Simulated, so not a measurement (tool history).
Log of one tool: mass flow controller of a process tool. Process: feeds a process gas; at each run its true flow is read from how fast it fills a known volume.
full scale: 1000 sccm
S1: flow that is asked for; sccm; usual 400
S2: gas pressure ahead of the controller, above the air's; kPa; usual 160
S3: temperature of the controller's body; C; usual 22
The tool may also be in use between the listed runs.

{"run": 1, "hour": 0.0, "S1": 400, "S2": 160, "S3": 22, "true flow (%)": 98.87}
{"run": 2, "hour": 33.6, "S1": 400, "S2": 160, "S3": 22, "true flow (%)": 98.93}
{"run": 3, "hour": 83.9, "S1": 400, "S2": 249, "S3": 22, "true flow (%)": 98.11}
{"run": 4, "hour": 147.7, "S1": 400, "S2": 143, "S3": 22, "true flow (%)": 99.03}
{"run": 5, "hour": 202.0, "S1": 400, "S2": 160, "S3": 22, "true flow (%)": 98.79}
{"run": 6, "hour": 256.1, "S1": 400, "S2": 160, "S3": 22, "true flow (%)": 98.81}
{"run": 7, "hour": 318.5, "S1": 400, "S2": 160, "S3": 22, "true flow (%)": 98.85}
{"run": 8, "hour": 389.6, "S1": 400, "S2": 160, "S3": 22, "true flow (%)": 98.87}
{"run": 9, "hour": 467.6, "S1": 400, "S2": 160, "S3": 22, "true flow (%)": 98.72}
{"run": 10, "hour": 541.4, "S1": 400, "S2": 160, "S3": 22, "true flow (%)": 98.68}
{"run": 11, "hour": 611.7, "S1": 400, "S2": 160, "S3": 22, "true flow (%)": 98.75}
{"run": 12, "hour": 673.1, "S1": 400, "S2": 160, "S3": 22, "true flow (%)": 98.8}
{"run": 13, "hour": 711.9, "S1": 400, "S2": 160, "S3": 22, "true flow (%)": 98.72}
{"run": 14, "hour": 755.5, "S1": 400, "S2": 160, "S3": 22, "true flow (%)": 98.67}
{"run": 15, "hour": 801.2, "S1": 400, "S2": 160, "S3": 33, "true flow (%)": 98.29}
{"run": 16, "hour": 880.3, "S1": 461, "S2": 205, "S3": 23, "true flow (%)": 99.84}
{"run": 17, "hour": 921.6, "S1": 461, "S2": 205, "S3": 23, "true flow (%)": 99.53}
{"run": 18, "hour": 964.5, "S1": 598, "S2": 280, "S3": 23, "true flow (%)": 99.31}
{"run": 19, "hour": 1008.0, "S1": 330, "S2": 280, "S3": 33, "true flow (%)": 98.51}

Not shown: 1 entry that the log had between the listed runs. Between which runs, and how does the tool's hidden state differ before and after?
Between runs 15 and 16: controller exchanged for a calibrated one (hour 825.9)
  flow at rest that the sensor doesn't see, % of full scale: -1.252 -> -0.013; true flow over the shown one, %: 2.13 -> 0.21
  measured less the result without the state, true flow (%): -1.01 -> +0.18
